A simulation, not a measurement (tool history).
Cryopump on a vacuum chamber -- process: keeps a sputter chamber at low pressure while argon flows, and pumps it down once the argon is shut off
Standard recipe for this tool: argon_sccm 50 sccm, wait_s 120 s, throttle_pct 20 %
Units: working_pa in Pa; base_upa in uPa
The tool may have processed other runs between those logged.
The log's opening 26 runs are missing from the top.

run	hour	argon_sccm	wait_s	throttle_pct	hours of work since the pump was warmed up and emptied	hours of work since the cold head was overhauled	hours of work since the chamber's fittings were tightened	working_pa	base_upa
27	1181.2	72	120	33	129	1424	3083	0.1770	0.66
28	1226.8	72	120	33	168	1463	3122	0.1786	0.66
29	1255.7	67	80	33	193	1488	3147	0.1689	0.76
30	1291.6	67	140	52	223	1518	3178	0.1142	0.67
31	1322.2	67	140	52	249	1545	3204	0.1142	0.71
32	1363.2	21	140	52	284	1580	3239	0.0373	0.73
# hour 1413.0: pump warmed up, emptied and cooled again
33	1420.5	65	46	26	6	1624	3284	0.1952	0.80
34	1464.1	45	176	20	44	1662	3321	0.1766	0.58

Predict each of these 4 candidate next runs independently; none follows another, all start after run 34:
A	1517.6	86	120	21	89	1707	3366	?	?
B	1517.6	65	176	57	89	1707	3366	?	?
C	1517.6	45	176	19	89	1707	3366	?	?
D	1517.6	47	176	20	89	1707	3366	?	?

run	working_pa	base_upa
A	0.3238	0.71
B	0.0931	0.59
C	0.1869	0.65
D	0.1864	0.65
Had the tool no hidden state, the same runs would have come out as:
run	working_pa	base_upa
A	0.3165	0.32
B	0.0876	0.22
C	0.1830	0.26
D	0.1824	0.25
